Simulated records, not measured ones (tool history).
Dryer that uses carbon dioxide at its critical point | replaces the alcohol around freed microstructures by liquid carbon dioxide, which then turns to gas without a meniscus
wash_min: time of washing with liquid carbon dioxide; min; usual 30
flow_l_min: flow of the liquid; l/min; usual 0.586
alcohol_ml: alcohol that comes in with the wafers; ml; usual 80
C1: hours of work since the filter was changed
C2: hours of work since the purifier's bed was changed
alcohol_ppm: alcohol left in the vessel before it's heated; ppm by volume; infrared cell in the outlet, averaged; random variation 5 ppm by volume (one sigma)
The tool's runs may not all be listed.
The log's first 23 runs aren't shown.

{"run": 24, "hour": 147.3, "wash_min": 30, "flow_l_min": 0.586, "alcohol_ml": 80, "C1": 104, "C2": 218, "alcohol_ppm": 58}
{"run": 25, "hour": 152.5, "wash_min": 27, "flow_l_min": 0.923, "alcohol_ml": 54, "C1": 107, "C2": 221, "alcohol_ppm": 26}
{"run": 26, "hour": 158.3, "wash_min": 35, "flow_l_min": 0.458, "alcohol_ml": 29, "C1": 110, "C2": 224, "alcohol_ppm": 45}
{"run": 27, "hour": 162.2, "wash_min": 35, "flow_l_min": 0.458, "alcohol_ml": 29, "C1": 112, "C2": 227, "alcohol_ppm": 47}
{"run": 28, "hour": 166.9, "wash_min": 35, "flow_l_min": 0.458, "alcohol_ml": 29, "C1": 115, "C2": 229, "alcohol_ppm": 48}
{"run": 29, "hour": 174.1, "wash_min": 29, "flow_l_min": 0.853, "alcohol_ml": 92, "C1": 119, "C2": 233, "alcohol_ppm": 23}
{"run": 30, "hour": 179.4, "wash_min": 19, "flow_l_min": 0.767, "alcohol_ml": 29, "C1": 122, "C2": 236, "alcohol_ppm": 77}
{"run": 31, "hour": 185.1, "wash_min": 34, "flow_l_min": 0.767, "alcohol_ml": 25, "C1": 125, "C2": 239, "alcohol_ppm": 22}
{"run": 32, "hour": 193.2, "wash_min": 34, "flow_l_min": 0.767, "alcohol_ml": 25, "C1": 130, "C2": 244, "alcohol_ppm": 26}
{"run": 33, "hour": 201.3, "wash_min": 34, "flow_l_min": 0.767, "alcohol_ml": 25, "C1": 134, "C2": 248, "alcohol_ppm": 23}
{"run": 34, "hour": 208.6, "wash_min": 34, "flow_l_min": 0.767, "alcohol_ml": 25, "C1": 138, "C2": 253, "alcohol_ppm": 35}
{"run": 35, "hour": 217.5, "wash_min": 34, "flow_l_min": 0.575, "alcohol_ml": 21, "C1": 143, "C2": 258, "alcohol_ppm": 36}

Forecast run 36:
{"run": 36, "hour": 225.1, "wash_min": 34, "flow_l_min": 0.575, "alcohol_ml": 21, "C1": 147, "C2": 262, "alcohol_ppm": "?"}

alcohol_ppm: 28 ppm by volume
Without the tool's hidden state the same run would have given alcohol_ppm 3 ppm by volume.
